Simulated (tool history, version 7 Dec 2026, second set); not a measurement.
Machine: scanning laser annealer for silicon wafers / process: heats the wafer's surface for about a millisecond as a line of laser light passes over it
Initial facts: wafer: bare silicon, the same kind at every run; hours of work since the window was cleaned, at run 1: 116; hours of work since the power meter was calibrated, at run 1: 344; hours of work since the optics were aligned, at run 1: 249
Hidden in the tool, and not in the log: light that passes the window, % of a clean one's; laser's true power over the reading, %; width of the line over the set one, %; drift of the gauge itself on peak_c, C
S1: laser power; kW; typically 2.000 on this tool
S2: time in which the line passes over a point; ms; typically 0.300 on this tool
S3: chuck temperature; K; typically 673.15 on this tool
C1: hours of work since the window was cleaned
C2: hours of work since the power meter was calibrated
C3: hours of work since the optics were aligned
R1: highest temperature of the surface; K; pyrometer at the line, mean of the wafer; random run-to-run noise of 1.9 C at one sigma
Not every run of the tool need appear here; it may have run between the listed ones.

run 1 day=0.000 | S1=2.000 S2=0.300 S3=673.15 | C1=116 C2=344 C3=249 | R1=1439.15
run 2 day=0.983 | S1=2.000 S2=0.300 S3=673.15 | C1=129 C2=357 C3=263 | R1=1437.15
run 3 day=2.604 | S1=2.000 S2=0.300 S3=673.15 | C1=151 C2=379 C3=285 | R1=1441.15
run 4 day=4.254 | S1=2.000 S2=0.300 S3=673.15 | C1=173 C2=401 C3=307 | R1=1441.15
run 5 day=5.500 | S1=2.000 S2=0.300 S3=673.15 | C1=190 C2=418 C3=324 | R1=1440.15
run 6 day=7.125 | S1=2.000 S2=0.300 S3=673.15 | C1=211 C2=440 C3=345 | R1=1436.15
run 7 day=8.483 | S1=2.159 S2=0.300 S3=673.15 | C1=230 C2=458 C3=364 | R1=1494.15
run 8 day=9.446 | S1=2.000 S2=0.289 S3=673.15 | C1=243 C2=471 C3=377 | R1=1424.15
run 9 day=10.225 | S1=2.000 S2=0.289 S3=673.15 | C1=253 C2=482 C3=387 | R1=1422.15
run 10 day=11.329 | S1=2.000 S2=0.289 S3=652.15 | C1=268 C2=497 C3=402 | R1=1402.15
run 11 day=12.558 | S1=2.000 S2=0.243 S3=673.15 | C1=285 C2=513 C3=419 | R1=1358.15
run 12 day=13.671 | S1=2.000 S2=0.243 S3=673.15 | C1=300 C2=528 C3=434 | R1=1358.15
run 13 day=14.450 | S1=2.000 S2=0.243 S3=673.15 | C1=310 C2=539 C3=444 | R1=1355.15
run 14 day=15.404 | S1=2.000 S2=0.243 S3=673.15 | C1=323 C2=551 C3=457 | R1=1358.15
run 15 day=16.658 | S1=2.000 S2=0.318 S3=673.15 | C1=340 C2=568 C3=474 | R1=1456.15
run 16 day=18.238 | S1=2.000 S2=0.318 S3=673.15 | C1=361 C2=590 C3=495 | R1=1455.15
run 17 day=19.012 | S1=2.000 S2=0.300 S3=673.15 | C1=372 C2=600 C3=506 | R1=1431.15
run 18 day=19.758 | S1=2.000 S2=0.300 S3=673.15 | C1=382 C2=610 C3=516 | R1=1434.15
run 19 day=21.217 | S1=2.000 S2=0.359 S3=673.15 | C1=401 C2=630 C3=535 | R1=1502.15
run 20 day=22.912 | S1=2.000 S2=0.300 S3=673.15 | C1=424 C2=653 C3=558 | R1=1431.15
run 21 day=24.212 | S1=2.044 S2=0.338 S3=673.15 | C1=442 C2=670 C3=576 | R1=1493.15
run 22 day=25.004 | S1=2.000 S2=0.256 S3=671.15 | C1=452 C2=681 C3=586 | R1=1368.15
run 23 day=26.175 | S1=2.000 S2=0.256 S3=671.15 | C1=468 C2=697 C3=602 | R1=1367.15
run 24 day=26.912 | S1=1.773 S2=0.256 S3=671.15 | C1=478 C2=706 C3=612 | R1=1295.15
run 25 day=28.475 | S1=1.773 S2=0.256 S3=671.15 | C1=499 C2=728 C3=633 | R1=1293.15
-- day=28.633 window over the wafer cleaned
run 26 day=29.833 | S1=1.773 S2=0.304 S3=671.15 | C1=16 C2=745 C3=650 | R1=1364.15
run 27 day=31.346 | S1=1.904 S2=0.304 S3=695.15 | C1=37 C2=765 C3=671 | R1=1432.15
run 28 day=32.771 | S1=2.000 S2=0.325 S3=702.15 | C1=56 C2=784 C3=690 | R1=1500.15
run 29 day=33.879 | S1=1.951 S2=0.325 S3=650.15 | C1=71 C2=799 C3=705 | R1=1430.15
run 30 day=35.117 | S1=2.150 S2=0.217 S3=689.15 | C1=87 C2=816 C3=721 | R1=1383.15
run 31 day=36.283 | S1=2.000 S2=0.378 S3=673.15 | C1=103 C2=832 C3=737 | R1=1530.15
run 32 day=37.388 | S1=2.000 S2=0.378 S3=645.15 | C1=118 C2=846 C3=752 | R1=1506.15
run 33 day=39.067 | S1=1.721 S2=0.261 S3=673.15 | C1=141 C2=869 C3=775 | R1=1293.15
run 34 day=40.571 | S1=2.000 S2=0.214 S3=673.15 | C1=161 C2=889 C3=795 | R1=1318.15
run 35 day=42.129 | S1=1.754 S2=0.277 S3=673.15 | C1=182 C2=910 C3=816 | R1=1323.15
run 36 day=43.508 | S1=1.754 S2=0.277 S3=673.15 | C1=200 C2=929 C3=834 | R1=1324.15
run 37 day=45.188 | S1=1.754 S2=0.277 S3=673.15 | C1=223 C2=952 C3=857 | R1=1320.15
run 38 day=46.496 | S1=2.000 S2=0.300 S3=665.15 | C1=241 C2=969 C3=875 | R1=1427.15
run 39 day=47.346 | S1=2.000 S2=0.300 S3=665.15 | C1=252 C2=981 C3=886 | R1=1425.15
run 40 day=49.046 | S1=1.933 S2=0.224 S3=672.15 | C1=275 C2=1003 C3=909 | R1=1305.15

Hidden condition of the tool, last listed run before each entry between runs versus first listed run after:
Run 25 -> run 26: window over the wafer cleaned (day 28.633)
  light that passes the window, % of a clean one's: 97.68 -> 99.92; laser's true power over the reading, %: 0.39 -> 0.4; width of the line over the set one, %: 1.94 -> 1.99
  measured minus no-state result, R1: -17.00 -> -4.00 K
